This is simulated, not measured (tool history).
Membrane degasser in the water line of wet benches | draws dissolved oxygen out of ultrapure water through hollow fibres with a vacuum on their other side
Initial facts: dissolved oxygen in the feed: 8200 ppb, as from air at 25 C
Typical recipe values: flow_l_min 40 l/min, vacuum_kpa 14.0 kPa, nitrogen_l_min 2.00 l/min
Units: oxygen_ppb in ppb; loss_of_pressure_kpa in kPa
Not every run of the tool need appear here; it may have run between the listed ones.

run   hour  flow_l_min  vacuum_kpa  nitrogen_l_min  oxygen_ppb  loss_of_pressure_kpa
  1    0.0          40        14.0            2.00       520.9                 66.14
  2   27.6          40        14.0            2.00       519.3                 65.98
  3   57.2          40        14.0            2.00       519.6                 66.07
  4   98.4          40        14.0            2.00       516.4                 66.14
  5  146.8          40        14.0            2.00       514.7                 66.45
  6  182.7          40        14.0            2.00       522.9                 65.85
  7  234.5          40        14.0            2.00       526.3                 66.41
  8  257.5          40        14.0            2.00       517.6                 66.19
  9  310.1          26        14.0            3.43       214.6                 42.76
 10  337.8          33         9.1            5.10       133.7                 54.66
 11  359.9          33        23.7            5.10       353.0                 54.62
     363.5  -- vacuum gauge calibrated
 12  408.2          40        13.3            3.14       358.2                 66.66
 13  440.2          46        19.9            2.89       653.1                 76.13
 14  471.3          46        19.9            5.22       423.3                 76.07
 15  499.4          46        19.9            5.22       420.8                 76.39
 16  522.0          60        17.4            2.00       956.2                 99.38

4 ways to go on from here, each from the tool as it stands after run 16. What would each give?
  A  575.4          43        15.5            3.73           ?                     ?
  B  575.4          62        17.4            0.81           ?                     ?
  C  575.4          34        31.2            2.00           ?                     ?
  D  575.4          60        13.2            3.28           ?                     ?

run  oxygen_ppb  loss_of_pressure_kpa
  A       404.5                 71.21
  B      1692.9                102.97
  C      1022.4                 56.34
  D       538.2                 99.90
Had the tool no hidden state, the same runs would have come out as:
run  oxygen_ppb  loss_of_pressure_kpa
  A       395.9                 70.39
  B      1681.9                101.78
  C      1010.0                 55.69
  D       526.8                 98.75
